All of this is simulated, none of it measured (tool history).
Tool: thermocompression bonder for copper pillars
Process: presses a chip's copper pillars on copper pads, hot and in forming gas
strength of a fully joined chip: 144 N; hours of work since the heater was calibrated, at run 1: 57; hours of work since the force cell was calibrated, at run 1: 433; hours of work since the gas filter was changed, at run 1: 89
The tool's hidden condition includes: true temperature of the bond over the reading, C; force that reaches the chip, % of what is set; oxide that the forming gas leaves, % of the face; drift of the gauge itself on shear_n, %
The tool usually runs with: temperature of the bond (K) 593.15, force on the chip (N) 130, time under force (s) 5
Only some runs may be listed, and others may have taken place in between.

| run | hour | temperature of the bond (K) | force on the chip (N) | time under force (s) | hours of work since the heater was calibrated | hours of work since the force cell was calibrated | hours of work since the gas filter was changed | force that shears a chip off (N) |
|---|---|---|---|---|---|---|---|---|
| 1 | 0 | 593.15 | 130 | 5 | 57 | 433 | 89 | 61.5 |
| 2 | 6.4 | 593.15 | 130 | 5 | 61 | 437 | 93 | 62.2 |
| 3 | 12.5 | 593.15 | 130 | 5 | 65 | 441 | 97 | 62.8 |
| 4 | 21.8 | 593.15 | 90 | 5 | 71 | 447 | 103 | 46.8 |
| 5 | 31.1 | 593.15 | 130 | 6 | 77 | 453 | 109 | 66.7 |
| 6 | 43.2 | 593.15 | 86 | 6 | 84 | 461 | 117 | 47.8 |
| 7 | 50.5 | 593.15 | 86 | 6 | 89 | 465 | 121 | 47.2 |
| 8 | 58.6 | 593.15 | 86 | 6 | 94 | 470 | 126 | 48.3 |
| 9 | 67.5 | 593.15 | 86 | 6 | 100 | 476 | 132 | 47.7 |
| 10 | 72.8 | 593.15 | 130 | 5 | 103 | 479 | 135 | 62.2 |
| 11 | 84.7 | 593.15 | 184 | 5 | 111 | 487 | 143 | 78.7 |
| 12 | 91.3 | 593.15 | 184 | 5 | 115 | 491 | 147 | 80.6 |
| 13 | 96.6 | 593.15 | 184 | 5 | 118 | 495 | 151 | 79.8 |
| 14 | 102.5 | 593.15 | 80 | 5 | 122 | 498 | 154 | 41.8 |
| 15 | 109.4 | 593.15 | 80 | 5 | 126 | 503 | 159 | 41.5 |
| 16 | 119.7 | 593.15 | 80 | 5 | 133 | 509 | 165 | 41.3 |
| 17 | 129 | 593.15 | 130 | 3 | 139 | 515 | 171 | 51.2 |
| 18 | 138.3 | 593.15 | 130 | 3 | 145 | 521 | 177 | 52.3 |
| 19 | 150.2 | 593.15 | 130 | 3 | 152 | 528 | 184 | 51.4 |
| 20 | 157.2 | 593.15 | 130 | 3 | 157 | 533 | 189 | 50.8 |

Estimate the outcome of run 21 from the log above:
| 21 | 162.4 | 593.15 | 130 | 3 | 160 | 536 | 192 | ? |

Run 21 yielded force that shears a chip off (N) 51.5.
If the tool had no hidden condition, the same run with the same run-to-run variation would have returned force that shears a chip off (N) 51.6.

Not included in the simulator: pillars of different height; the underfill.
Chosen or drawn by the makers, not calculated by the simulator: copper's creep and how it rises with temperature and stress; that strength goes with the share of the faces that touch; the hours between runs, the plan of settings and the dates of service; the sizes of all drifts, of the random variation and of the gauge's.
